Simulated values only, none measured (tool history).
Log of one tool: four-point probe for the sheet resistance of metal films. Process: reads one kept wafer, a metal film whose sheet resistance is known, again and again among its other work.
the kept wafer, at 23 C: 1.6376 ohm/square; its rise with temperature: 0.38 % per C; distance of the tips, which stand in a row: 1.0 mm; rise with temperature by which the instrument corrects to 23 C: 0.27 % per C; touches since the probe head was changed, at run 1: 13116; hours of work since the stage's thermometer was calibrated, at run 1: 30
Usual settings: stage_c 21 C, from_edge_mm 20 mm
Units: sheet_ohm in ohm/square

run   hour  stage_c  from_edge_mm  touches since the probe head was changed  hours of work since the stage's thermometer was calibrated  sheet_ohm
  1    0.0       21            20                                     13116                                                          30   1.629393
  2   25.1       21            20                                     14370                                                          48   1.628891
  3   47.1       21            20                                     15469                                                          63   1.628194
  4   79.4       21            20                                     17077                                                          86   1.628676
  5  106.9       21            20                                     18449                                                         105   1.627646
  6  122.2       21            20                                     19213                                                         115   1.627776
  7  148.1       21            20                                     20510                                                         133   1.627928
  8  174.1       25            20                                     21805                                                         151   1.634478
  9  201.2       25            20                                     23159                                                         170   1.634227
 10  215.7       25            20                                     23883                                                         180   1.634182
 11  235.9       29            20                                     24887                                                         194   1.641161
 12  255.4       29            20                                     25860                                                         208   1.640624
 13  283.8       29            20                                     27280                                                         228   1.640425
 14  297.7       29            20                                     27973                                                         237   1.640334
 15  311.8       29            20                                     28679                                                         247   1.640656
 16  325.3       29            20                                     29352                                                         256   1.639857
 17  347.6       29            20                                     30464                                                         272   1.639486
 18  370.8       29            20                                     31621                                                         288   1.639517
 19  384.8       29            20                                     32321                                                         298   1.639278
 20  415.2       29            20                                     33835                                                         319   1.639350
 21  440.1       29            20                                     35080                                                         336   1.639148
 22  471.0       29            20                                     36624                                                         358   1.637925
 23  486.5       22            62                                     37398                                                         368   1.624387
 24  500.2       21             5                                     38077                                                         378   1.656656
 25  518.3       21             6                                     38984                                                         391   1.646037
 26  533.3       26            23                                     39733                                                         401   1.632402
 27  552.2       18            13                                     40677                                                         414   1.621655
 28  577.2       19             3                                     41924                                                         431   1.709223
 29  606.3       20            10                                     43374                                                         452   1.627883
 30  633.8       20            10                                     44747                                                         471   1.628038
 31  652.4       20            10                                     45675                                                         484   1.627395
 32  667.5       27             6                                     46428                                                         494   1.655277
 33  685.6       31            61                                     47333                                                         507   1.638222
 34  716.7       24            41                                     48885                                                         528   1.626130
 35  736.9       29            24                                     49893                                                         542   1.635099
 36  766.9       29             4                                     51391                                                         563   1.687245
 37  784.4       29            10                                     52263                                                         575   1.642246
 38  797.9       18            25                                     52937                                                         585   1.615157
 39  827.6       18            10                                     54418                                                         605   1.622469
 40  858.6       23            34                                     55964                                                         627   1.622871
 41  879.4       33            10                                     57002                                                         641   1.647980
 42  895.9       23            51                                     57826                                                         653   1.622714
 43  925.9       34            17                                     59324                                                         674   1.644045
 44  956.6       32             5                                     60859                                                         695   1.671853

4 ways to go on from here, each from the tool as it stands after run 44. What would each give?
  A  985.4       32             4                                     62291                                                         715          ?
  B  985.4       32             5                                     62291                                                         715          ?
  C  985.4       24            33                                     62291                                                         715          ?
  D  985.4       28             5                                     62291                                                         715          ?

run  sheet_ohm
  A   1.690714
  B   1.671055
  C   1.623523
  D   1.664284
Without the tool's hidden state the same runs would have given:
run  sheet_ohm
  A   1.707894
  B   1.688050
  C   1.640072
  D   1.681216
